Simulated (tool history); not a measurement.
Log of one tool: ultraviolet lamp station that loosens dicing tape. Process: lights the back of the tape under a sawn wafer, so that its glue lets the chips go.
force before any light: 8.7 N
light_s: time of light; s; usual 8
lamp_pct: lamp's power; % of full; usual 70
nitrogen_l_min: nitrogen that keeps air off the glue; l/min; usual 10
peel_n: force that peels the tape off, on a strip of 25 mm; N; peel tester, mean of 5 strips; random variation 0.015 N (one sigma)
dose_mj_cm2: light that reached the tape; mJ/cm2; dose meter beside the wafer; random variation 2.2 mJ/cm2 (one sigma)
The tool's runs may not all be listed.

{"run": 1, "hour": 0.0, "light_s": 8, "lamp_pct": 70, "nitrogen_l_min": 10, "peel_n": 0.934, "dose_mj_cm2": 171}
{"run": 2, "hour": 7.7, "light_s": 5, "lamp_pct": 70, "nitrogen_l_min": 10, "peel_n": 2.011, "dose_mj_cm2": 104}
{"run": 3, "hour": 17.8, "light_s": 15, "lamp_pct": 70, "nitrogen_l_min": 10, "peel_n": 0.319, "dose_mj_cm2": 320}
{"run": 4, "hour": 27.8, "light_s": 15, "lamp_pct": 70, "nitrogen_l_min": 10, "peel_n": 0.324, "dose_mj_cm2": 319}
{"run": 5, "hour": 35.9, "light_s": 8, "lamp_pct": 83, "nitrogen_l_min": 10, "peel_n": 0.7, "dose_mj_cm2": 195}
{"run": 6, "hour": 42.7, "light_s": 8, "lamp_pct": 83, "nitrogen_l_min": 10, "peel_n": 0.702, "dose_mj_cm2": 201}
{"run": 7, "hour": 50.9, "light_s": 8, "lamp_pct": 83, "nitrogen_l_min": 10, "peel_n": 0.709, "dose_mj_cm2": 198}
{"run": 8, "hour": 58.6, "light_s": 8, "lamp_pct": 83, "nitrogen_l_min": 10, "peel_n": 0.708, "dose_mj_cm2": 203}
{"run": 9, "hour": 67.8, "light_s": 8, "lamp_pct": 83, "nitrogen_l_min": 10, "peel_n": 0.71, "dose_mj_cm2": 196}
{"run": 10, "hour": 73.1, "light_s": 15, "lamp_pct": 70, "nitrogen_l_min": 10, "peel_n": 0.317, "dose_mj_cm2": 311}
{"run": 11, "hour": 82.4, "light_s": 8, "lamp_pct": 96, "nitrogen_l_min": 10, "peel_n": 0.551, "dose_mj_cm2": 232}
{"run": 12, "hour": 89.1, "light_s": 8, "lamp_pct": 96, "nitrogen_l_min": 10, "peel_n": 0.532, "dose_mj_cm2": 229}
{"run": 13, "hour": 95.4, "light_s": 8, "lamp_pct": 96, "nitrogen_l_min": 10, "peel_n": 0.514, "dose_mj_cm2": 230}
{"run": 14, "hour": 102.2, "light_s": 8, "lamp_pct": 67, "nitrogen_l_min": 10, "peel_n": 1.064, "dose_mj_cm2": 157}
{"run": 15, "hour": 110.8, "light_s": 8, "lamp_pct": 67, "nitrogen_l_min": 10, "peel_n": 1.027, "dose_mj_cm2": 161}
{"run": 16, "hour": 119.9, "light_s": 8, "lamp_pct": 67, "nitrogen_l_min": 10, "peel_n": 1.01, "dose_mj_cm2": 158}
{"hour": 121.0, "done": "window cleaned of glue's vapour"}
{"run": 17, "hour": 127.7, "light_s": 8, "lamp_pct": 67, "nitrogen_l_min": 10, "peel_n": 1.142, "dose_mj_cm2": 149}
{"run": 18, "hour": 135.7, "light_s": 12, "lamp_pct": 70, "nitrogen_l_min": 10, "peel_n": 0.504, "dose_mj_cm2": 238}
{"hour": 137.2, "done": "window cleaned of glue's vapour, once more"}
{"run": 19, "hour": 146.1, "light_s": 12, "lamp_pct": 65, "nitrogen_l_min": 4, "peel_n": 0.946, "dose_mj_cm2": 247}
{"run": 20, "hour": 156.4, "light_s": 12, "lamp_pct": 65, "nitrogen_l_min": 4, "peel_n": 0.972, "dose_mj_cm2": 243}
{"run": 21, "hour": 161.8, "light_s": 4, "lamp_pct": 64, "nitrogen_l_min": 7, "peel_n": 3.198, "dose_mj_cm2": 82}
{"run": 22, "hour": 166.7, "light_s": 6, "lamp_pct": 70, "nitrogen_l_min": 6, "peel_n": 1.995, "dose_mj_cm2": 132}
{"run": 23, "hour": 175.9, "light_s": 6, "lamp_pct": 70, "nitrogen_l_min": 6, "peel_n": 2.012, "dose_mj_cm2": 135}
{"run": 24, "hour": 180.4, "light_s": 6, "lamp_pct": 83, "nitrogen_l_min": 7, "peel_n": 1.355, "dose_mj_cm2": 160}
{"run": 25, "hour": 187.4, "light_s": 7, "lamp_pct": 70, "nitrogen_l_min": 10, "peel_n": 1.091, "dose_mj_cm2": 157}
{"run": 26, "hour": 193.6, "light_s": 7, "lamp_pct": 70, "nitrogen_l_min": 10, "peel_n": 1.075, "dose_mj_cm2": 155}
{"run": 27, "hour": 198.7, "light_s": 7, "lamp_pct": 70, "nitrogen_l_min": 10, "peel_n": 1.112, "dose_mj_cm2": 157}
{"run": 28, "hour": 209.2, "light_s": 7, "lamp_pct": 62, "nitrogen_l_min": 6, "peel_n": 1.906, "dose_mj_cm2": 133}
{"run": 29, "hour": 213.9, "light_s": 10, "lamp_pct": 62, "nitrogen_l_min": 13, "peel_n": 0.605, "dose_mj_cm2": 196}
{"run": 30, "hour": 221.4, "light_s": 10, "lamp_pct": 62, "nitrogen_l_min": 13, "peel_n": 0.611, "dose_mj_cm2": 194}
{"run": 31, "hour": 230.7, "light_s": 10, "lamp_pct": 62, "nitrogen_l_min": 13, "peel_n": 0.576, "dose_mj_cm2": 195}
{"run": 32, "hour": 235.2, "light_s": 4, "lamp_pct": 62, "nitrogen_l_min": 13, "peel_n": 2.687, "dose_mj_cm2": 76}
{"run": 33, "hour": 240.3, "light_s": 8, "lamp_pct": 62, "nitrogen_l_min": 13, "peel_n": 0.904, "dose_mj_cm2": 154}
{"run": 34, "hour": 248.2, "light_s": 5, "lamp_pct": 76, "nitrogen_l_min": 15, "peel_n": 1.308, "dose_mj_cm2": 116}
{"run": 35, "hour": 256.7, "light_s": 5, "lamp_pct": 76, "nitrogen_l_min": 15, "peel_n": 1.325, "dose_mj_cm2": 118}

5 ways to go on from here, each from the tool as it stands after run 35. What would each give?
{"run": "A", "hour": 267.0, "light_s": 5, "lamp_pct": 64, "nitrogen_l_min": 17, "peel_n": "?", "dose_mj_cm2": "?"}
{"run": "B", "hour": 267.0, "light_s": 8, "lamp_pct": 82, "nitrogen_l_min": 12, "peel_n": "?", "dose_mj_cm2": "?"}
{"run": "C", "hour": 267.0, "light_s": 6, "lamp_pct": 87, "nitrogen_l_min": 15, "peel_n": "?", "dose_mj_cm2": "?"}
{"run": "D", "hour": 267.0, "light_s": 15, "lamp_pct": 76, "nitrogen_l_min": 14, "peel_n": "?", "dose_mj_cm2": "?"}
{"run": "E", "hour": 267.0, "light_s": 5, "lamp_pct": 76, "nitrogen_l_min": 7, "peel_n": "?", "dose_mj_cm2": "?"}

run=A peel_n=1.673 dose_mj_cm2=100
run=B peel_n=0.588 dose_mj_cm2=211
run=C peel_n=0.74 dose_mj_cm2=165
run=D peel_n=0.27 dose_mj_cm2=358
run=E peel_n=2.098 dose_mj_cm2=118
Without the tool's hidden state the same runs would have given:
run=A peel_n=1.436 dose_mj_cm2=110
run=B peel_n=0.496 dose_mj_cm2=231
run=C peel_n=0.617 dose_mj_cm2=182
run=D peel_n=0.261 dose_mj_cm2=394
run=E peel_n=1.835 dose_mj_cm2=130
